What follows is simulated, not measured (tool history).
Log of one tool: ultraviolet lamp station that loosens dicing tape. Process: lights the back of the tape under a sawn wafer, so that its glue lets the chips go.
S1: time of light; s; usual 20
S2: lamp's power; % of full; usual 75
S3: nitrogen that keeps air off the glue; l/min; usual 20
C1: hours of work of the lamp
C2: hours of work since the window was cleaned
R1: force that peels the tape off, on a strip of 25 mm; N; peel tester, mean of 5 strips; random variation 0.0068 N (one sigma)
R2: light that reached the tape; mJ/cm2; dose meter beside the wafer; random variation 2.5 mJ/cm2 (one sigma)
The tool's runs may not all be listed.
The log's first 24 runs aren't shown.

Run 25, hour 1525.4: usual settings but S1 18 s, S2 99 % of full; C1 75; C2 81. Result: R1 0.172 N, R2 313 mJ/cm2.
Run 26, hour 1577.5: usual settings but S2 82 % of full; C1 110; C2 116. Result: R1 0.246 N, R2 282 mJ/cm2.
Run 27, hour 1627.7: usual settings but S1 28 s, S2 68 % of full; C1 143; C2 150. Result: R1 0.182 N, R2 315 mJ/cm2.
Run 28, hour 1682.9: usual settings but S1 22 s, S2 92 % of full, S3 10 l/min; C1 181; C2 187. Result: R1 0.278 N, R2 325 mJ/cm2.
Run 29, hour 1761.5: usual settings but S1 25 s, S2 91 % of full, S3 10 l/min; C1 233; C2 239. Result: R1 0.228 N, R2 351 mJ/cm2.
Run 30, hour 1857.2: usual settings but S1 25 s, S2 91 % of full, S3 10 l/min; C1 298; C2 304. Result: R1 0.259 N, R2 332 mJ/cm2.
At hour 1883.1: window cleaned of glue's vapour.
Run 31, hour 1902.2: usual settings but S1 33 s; C1 327; C2 13. Result: R1 0.113 N, R2 386 mJ/cm2.
Run 32, hour 1978.6: usual settings but S1 28 s, S2 93 % of full; C1 379; C2 64. Result: R1 0.125 N, R2 388 mJ/cm2.
Run 33, hour 2024.4: usual settings but S1 27 s, S2 67 % of full; C1 410; C2 95. Result: R1 0.316 N, R2 257 mJ/cm2.
Run 34, hour 2085.0: usual settings but S1 27 s, S2 62 % of full, S3 11 l/min; C1 450; C2 136. Result: R1 0.611 N, R2 230 mJ/cm2.
Run 35, hour 2168.9: usual settings but S1 27 s, S2 62 % of full, S3 11 l/min; C1 507; C2 192. Result: R1 0.733 N, R2 219 mJ/cm2.
Run 36, hour 2249.3: usual settings but S1 18 s, S2 61 % of full, S3 38 l/min; C1 561; C2 246. Result: R1 1.096 N, R2 139 mJ/cm2.
Run 37, hour 2341.4: usual settings but S1 27 s, S2 61 % of full, S3 38 l/min; C1 622; C2 308. Result: R1 0.516 N, R2 192 mJ/cm2.
At hour 2365.2: window cleaned of glue's vapour.
At hour 2394.5: lamp changed.
Run 38, hour 2428.3: usual settings but S1 27 s, S2 61 % of full, S3 38 l/min; C1 23; C2 42. Result: R1 0.136 N, R2 311 mJ/cm2.
Run 39, hour 2501.7: usual settings but S1 17 s, S2 79 % of full, S3 18 l/min; C1 72; C2 91. Result: R1 0.411 N, R2 244 mJ/cm2.
Run 40, hour 2554.6: usual settings but S1 17 s, S2 85 % of full, S3 18 l/min; C1 107; C2 127. Result: R1 0.351 N, R2 253 mJ/cm2.
Run 41, hour 2635.7: usual settings but S1 17 s, S2 85 % of full, S3 18 l/min; C1 162; C2 181. Result: R1 0.419 N, R2 241 mJ/cm2.
Run 42, hour 2697.8: usual settings but S1 31 s, S2 68 % of full, S3 8 l/min; C1 204; C2 223. Result: R1 0.297 N, R2 335 mJ/cm2.
Run 43, hour 2744.0: usual settings but S1 31 s, S2 68 % of full, S3 8 l/min; C1 235; C2 254. Result: R1 0.317 N, R2 328 mJ/cm2.

3 ways to go on from here, each from the tool as it stands after run 43. What would each give?
Run A, hour 2791.2: usual settings but S2 62 % of full, S3 8 l/min; C1 266; C2 285. Result: R1 ?, R2 ?.
Run B, hour 2791.2: usual settings but S1 28 s, S2 86 % of full, S3 11 l/min; C1 266; C2 285. Result: R1 ?, R2 ?.
Run C, hour 2791.2: usual settings but S1 18 s, S2 81 % of full, S3 10 l/min; C1 266; C2 285. Result: R1 ?, R2 ?.

run     R1   R2
  A  1.192  184
  B  0.179  361
  C  0.752  215
Without the tool's hidden state the same runs would have given:
run     R1   R2
  A  0.702  236
  B  0.101  464
  C  0.404  277
